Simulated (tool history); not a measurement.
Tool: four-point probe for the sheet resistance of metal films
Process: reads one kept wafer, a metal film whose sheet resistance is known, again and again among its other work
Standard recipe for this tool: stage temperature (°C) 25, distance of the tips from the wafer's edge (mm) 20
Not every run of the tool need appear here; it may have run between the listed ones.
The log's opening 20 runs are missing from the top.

run,day,stage temperature (°C),distance of the tips from the wafer's edge (mm),sheet resistance as the instrument gives it (ohm/square)
21,20.925,25,22,0.265239
22,22.333,22,4,0.266743
23,23.571,25,69,0.265101
24,24.971,25,69,0.265123
25,26.312,25,69,0.265084
26,27.629,25,69,0.265107
27,28.408,18,3,0.267432
28,29.071,19,8,0.264289
29,30.312,25,14,0.26528
30,31.421,29,17,0.266011
31,32.254,29,17,0.266061
32,33.217,35,9,0.267522
33,34.508,26,21,0.265285
34,36.075,20,28,0.263887
35,37.183,32,6,0.267417

Alternative continuations, all from the tool just after run 35; predict every row:
A,38.625,22,14,?
B,38.625,25,27,?
C,38.625,26,53,?
D,38.625,20,58,?
E,38.625,28,17,?

run,sheet resistance as the instrument gives it (ohm/square)
A,0.264628
B,0.264916
C,0.265155
D,0.263842
E,0.265703
Had the tool no hidden state, the same runs would have come out as:
run,sheet resistance as the instrument gives it (ohm/square)
A,0.266493
B,0.266785
C,0.267026
D,0.265701
E,0.267578
